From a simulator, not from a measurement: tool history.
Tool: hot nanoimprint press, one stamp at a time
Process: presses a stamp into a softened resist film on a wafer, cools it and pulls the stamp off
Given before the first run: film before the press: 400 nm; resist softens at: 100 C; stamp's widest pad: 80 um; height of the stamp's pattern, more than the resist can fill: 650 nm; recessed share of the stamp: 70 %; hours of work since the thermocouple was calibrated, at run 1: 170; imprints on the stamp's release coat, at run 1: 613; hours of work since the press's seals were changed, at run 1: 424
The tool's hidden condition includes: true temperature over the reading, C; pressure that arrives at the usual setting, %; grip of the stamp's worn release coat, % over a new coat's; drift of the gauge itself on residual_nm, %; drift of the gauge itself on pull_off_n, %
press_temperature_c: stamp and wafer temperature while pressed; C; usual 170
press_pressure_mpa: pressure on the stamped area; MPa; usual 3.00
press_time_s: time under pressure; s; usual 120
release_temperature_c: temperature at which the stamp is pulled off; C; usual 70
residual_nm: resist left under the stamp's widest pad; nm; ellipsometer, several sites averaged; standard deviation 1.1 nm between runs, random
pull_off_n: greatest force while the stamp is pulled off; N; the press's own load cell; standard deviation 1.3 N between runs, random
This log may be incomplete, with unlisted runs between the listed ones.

run	day	press_temperature_c	press_pressure_mpa	press_time_s	release_temperature_c	hours of work since the thermocouple was calibrated	imprints on the stamp's release coat	hours of work since the press's seals were changed	residual_nm	pull_off_n
1	0.000	170	3.00	120	70	170	613	424	215.6	179
2	0.425	170	3.00	120	70	177	656	431	217.9	182
# day 0.738: stamp cleaned and given a new release coat
3	1.321	170	3.00	120	70	189	59	443	218.3	172
4	1.954	181	3.00	120	70	200	123	454	133.2	172
5	2.575	170	3.00	120	70	211	186	464	217.3	173
6	3.217	170	3.00	120	70	222	251	476	216.8	177
7	3.675	170	3.00	120	70	230	297	484	216.4	178
8	4.304	170	3.00	120	70	241	360	495	214.8	178
9	4.771	170	3.00	146	70	249	407	503	202.8	177
10	5.517	170	1.82	120	70	262	483	516	260.2	178
11	6.275	170	1.82	120	70	275	560	529	255.3	180
# day 7.188: press's hydraulic seals changed and the load cell set to zero
12	7.325	170	1.82	120	70	287	632	2	253.4	181
# day 7.850: stamp cleaned and given a new release coat
13	7.975	170	3.00	120	70	294	12	9	211.9	171
14	8.554	170	3.00	120	76	305	71	19	213.3	142
15	9.238	170	3.00	120	76	316	140	31	212.7	142
16	9.658	166	3.00	108	62	324	182	39	258.4	210
17	10.312	178	3.00	120	66	335	248	50	148.6	193
18	11.133	178	3.00	120	66	349	331	64	148.9	194
19	11.654	170	3.69	89	70	358	384	73	215.9	174
20	12.092	170	3.69	89	70	366	428	81	216.7	179
21	12.867	170	3.00	102	70	380	506	95	224.3	178
22	13.275	175	3.00	120	74	387	547	102	168.7	157
# day 13.692: plate thermocouple calibrated
23	13.825	175	3.00	120	74	2	591	109	174.3	164
24	14.200	170	4.10	120	70	9	628	116	192.2	182
# day 14.746: stamp cleaned and given a new release coat
25	15.304	160	3.00	92	70	24	57	130	325.0	171
26	16.129	160	3.00	92	58	38	140	145	327.7	233
27	16.896	164	3.91	120	70	51	217	158	251.7	176
28	17.254	177	2.48	120	67	58	254	164	172.7	189
29	17.746	178	4.09	127	78	66	303	173	126.9	138

Forecast each of these 5 alternatives for the next run:
A	18.492	163	3.49	127	78	79	379	186	?	?
B	18.492	178	2.74	61	70	79	379	186	?	?
C	18.492	177	2.39	88	78	79	379	186	?	?
D	18.492	170	3.67	82	77	79	379	186	?	?
E	18.492	159	1.91	127	64	79	379	186	?	?

run	residual_nm	pull_off_n
A	270.2	138
B	204.7	178
C	197.3	140
D	229.4	145
E	341.5	207
Without the tool's unlogged condition, the same runs would have read:
run	residual_nm	pull_off_n
A	272.7	135
B	206.7	174
C	199.5	137
D	231.6	142
E	343.6	202

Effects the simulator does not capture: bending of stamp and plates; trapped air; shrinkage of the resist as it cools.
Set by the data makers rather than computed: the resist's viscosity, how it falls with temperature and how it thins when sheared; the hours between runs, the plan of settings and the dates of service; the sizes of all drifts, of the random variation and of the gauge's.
